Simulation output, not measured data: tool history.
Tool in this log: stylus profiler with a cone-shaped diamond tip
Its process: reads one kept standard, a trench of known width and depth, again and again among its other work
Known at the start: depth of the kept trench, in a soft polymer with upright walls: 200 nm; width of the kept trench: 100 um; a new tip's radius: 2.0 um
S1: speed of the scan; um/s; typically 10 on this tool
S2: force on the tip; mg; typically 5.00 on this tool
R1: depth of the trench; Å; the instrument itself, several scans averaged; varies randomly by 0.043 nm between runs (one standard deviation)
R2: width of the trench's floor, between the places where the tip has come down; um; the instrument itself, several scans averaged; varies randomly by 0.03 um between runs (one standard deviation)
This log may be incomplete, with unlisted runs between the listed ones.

| run | hour | S1 | S2 | R1 | R2 |
|---|---|---|---|---|---|
| 1 | 0.0 | 10 | 5.00 | 2042.0 | 98.08 |
| 2 | 7.9 | 10 | 5.00 | 2042.8 | 98.06 |
| 3 | 26.0 | 10 | 5.00 | 2043.1 | 98.06 |
| 4 | 42.4 | 10 | 5.00 | 2043.0 | 98.10 |
| 5 | 60.0 | 10 | 5.00 | 2042.2 | 98.05 |
| 6 | 74.8 | 10 | 5.00 | 2042.9 | 98.09 |
| 7 | 91.1 | 10 | 5.00 | 2042.7 | 98.06 |
| 8 | 105.5 | 10 | 11.32 | 2073.5 | 98.06 |
| 9 | 119.7 | 10 | 11.32 | 2072.3 | 98.06 |
| 10 | 129.7 | 10 | 11.32 | 2073.2 | 98.06 |
| 11 | 146.2 | 10 | 3.99 | 2036.9 | 98.04 |
| 12 | 154.6 | 10 | 3.99 | 2036.8 | 98.06 |
| 13 | 170.3 | 3 | 4.09 | 2036.7 | 97.99 |
| 14 | 182.4 | 3 | 4.09 | 2036.7 | 98.03 |
| 15 | 198.4 | 3 | 4.09 | 2037.4 | 98.05 |
| 16 | 208.8 | 5 | 5.00 | 2042.8 | 98.02 |
| 17 | 217.3 | 14 | 14.18 | 2085.6 | 97.94 |

5 options for the next run, each taken on its own from the tool as it stands now. Forecast them:
| A | 232.7 | 3 | 3.38 | ? | ? |
| B | 232.7 | 34 | 14.50 | ? | ? |
| C | 232.7 | 10 | 4.41 | ? | ? |
| D | 232.7 | 11 | 5.00 | ? | ? |
| E | 232.7 | 37 | 5.72 | ? | ? |

| run | R1 | R2 |
|---|---|---|
| A | 2033.0 | 98.03 |
| B | 2086.3 | 97.99 |
| C | 2038.7 | 97.91 |
| D | 2042.7 | 98.00 |
| E | 2046.9 | 97.90 |
Without the tool's hidden state the same runs would have given:
| run | R1 | R2 |
|---|---|---|
| A | 2032.2 | 98.25 |
| B | 2085.5 | 98.21 |
| C | 2037.9 | 98.13 |
| D | 2041.9 | 98.22 |
| E | 2046.1 | 98.12 |

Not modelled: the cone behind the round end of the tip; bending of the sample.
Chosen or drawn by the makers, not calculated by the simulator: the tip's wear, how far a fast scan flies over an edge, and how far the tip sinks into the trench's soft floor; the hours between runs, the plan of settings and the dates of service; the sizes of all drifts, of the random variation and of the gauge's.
